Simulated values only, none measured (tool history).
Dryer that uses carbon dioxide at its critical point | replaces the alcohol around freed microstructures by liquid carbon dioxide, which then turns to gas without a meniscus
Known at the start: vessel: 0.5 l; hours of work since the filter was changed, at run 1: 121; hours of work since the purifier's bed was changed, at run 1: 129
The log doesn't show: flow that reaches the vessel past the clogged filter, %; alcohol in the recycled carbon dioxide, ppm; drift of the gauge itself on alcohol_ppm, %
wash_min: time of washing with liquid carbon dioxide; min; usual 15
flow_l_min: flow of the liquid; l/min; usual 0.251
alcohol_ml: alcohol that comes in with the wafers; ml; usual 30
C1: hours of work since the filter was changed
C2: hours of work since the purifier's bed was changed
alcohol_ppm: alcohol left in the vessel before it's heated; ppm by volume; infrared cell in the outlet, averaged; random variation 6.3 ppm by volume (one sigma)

Run 1, hour 0: usual settings; C1 121; C2 129. Result: alcohol_ppm 329 ppm by volume.
Run 2, hour 11: usual settings but alcohol_ml 28 ml; C1 126; C2 134. Result: alcohol_ppm 301 ppm by volume.
Run 3, hour 25: usual settings but alcohol_ml 28 ml; C1 133; C2 141. Result: alcohol_ppm 310 ppm by volume.
Run 4, hour 34.9: usual settings; C1 137; C2 145. Result: alcohol_ppm 326 ppm by volume.
Run 5, hour 44.3: usual settings but alcohol_ml 116 ml; C1 141; C2 150. Result: alcohol_ppm 1279 ppm by volume.
Run 6, hour 55.2: usual settings but alcohol_ml 116 ml; C1 146; C2 154. Result: alcohol_ppm 1315 ppm by volume.
Run 7, hour 68.6: usual settings; C1 152; C2 161. Result: alcohol_ppm 353 ppm by volume.
Run 8, hour 78: usual settings; C1 157; C2 165. Result: alcohol_ppm 353 ppm by volume.
Run 9, hour 85.3: usual settings; C1 160; C2 168. Result: alcohol_ppm 347 ppm by volume.
Run 10, hour 98.3: usual settings; C1 166; C2 174. Result: alcohol_ppm 359 ppm by volume.
Run 11, hour 108.4: usual settings; C1 170; C2 179. Result: alcohol_ppm 362 ppm by volume.
Run 12, hour 117.7: usual settings; C1 175; C2 183. Result: alcohol_ppm 367 ppm by volume.
Run 13, hour 130.5: usual settings; C1 180; C2 189. Result: alcohol_ppm 371 ppm by volume.
Run 14, hour 137.4: usual settings but wash_min 19 min; C1 184; C2 192. Result: alcohol_ppm 105 ppm by volume.
Run 15, hour 143.8: usual settings but wash_min 19 min, flow_l_min 0.232 l/min; C1 187; C2 195. Result: alcohol_ppm 169 ppm by volume.
Run 16, hour 156.7: usual settings but wash_min 19 min, flow_l_min 0.232 l/min; C1 192; C2 201. Result: alcohol_ppm 164 ppm by volume.
Run 17, hour 172.1: usual settings but wash_min 19 min, flow_l_min 0.232 l/min; C1 199; C2 208. Result: alcohol_ppm 176 ppm by volume.
Run 18, hour 183: usual settings; C1 204; C2 213. Result: alcohol_ppm 392 ppm by volume.
Run 19, hour 193.5: usual settings; C1 209; C2 217. Result: alcohol_ppm 402 ppm by volume.
Run 20, hour 202.1: usual settings but alcohol_ml 42 ml; C1 213; C2 221. Result: alcohol_ppm 531 ppm by volume.
Run 21, hour 213.6: usual settings but alcohol_ml 42 ml; C1 218; C2 226. Result: alcohol_ppm 540 ppm by volume.
Run 22, hour 222: usual settings; C1 222; C2 230. Result: alcohol_ppm 398 ppm by volume.
Run 23, hour 236.7: usual settings; C1 229; C2 237. Result: alcohol_ppm 394 ppm by volume.
Run 24, hour 244.5: usual settings; C1 232; C2 241. Result: alcohol_ppm 398 ppm by volume.
Run 25, hour 258.7: usual settings but wash_min 21 min, flow_l_min 0.294 l/min, alcohol_ml 87 ml; C1 239; C2 247. Result: alcohol_ppm 58 ppm by volume.
Run 26, hour 270.5: usual settings but wash_min 11 min, flow_l_min 0.331 l/min, alcohol_ml 54 ml; C1 244; C2 252. Result: alcohol_ppm 785 ppm by volume.
Run 27, hour 279.7: usual settings but wash_min 23 min, flow_l_min 0.328 l/min, alcohol_ml 54 ml; C1 248; C2 256. Result: alcohol_ppm 28 ppm by volume.
At hour 288: inlet filter changed.
Run 28, hour 290.5: usual settings but wash_min 23 min, flow_l_min 0.328 l/min, alcohol_ml 54 ml; C1 1; C2 261. Result: alcohol_ppm 25 ppm by volume.
Run 29, hour 303.1: usual settings but wash_min 23 min, flow_l_min 0.196 l/min, alcohol_ml 54 ml; C1 7; C2 267. Result: alcohol_ppm 201 ppm by volume.

Run 30 comes next. What will it give?
Run 30, hour 312.6: usual settings but wash_min 23 min, flow_l_min 0.188 l/min, alcohol_ml 54 ml; C1 11; C2 271. Result: alcohol_ppm ?.

alcohol_ppm: 265 ppm by volume
Without the tool's hidden state the same run would have given alcohol_ppm 233 ppm by volume.

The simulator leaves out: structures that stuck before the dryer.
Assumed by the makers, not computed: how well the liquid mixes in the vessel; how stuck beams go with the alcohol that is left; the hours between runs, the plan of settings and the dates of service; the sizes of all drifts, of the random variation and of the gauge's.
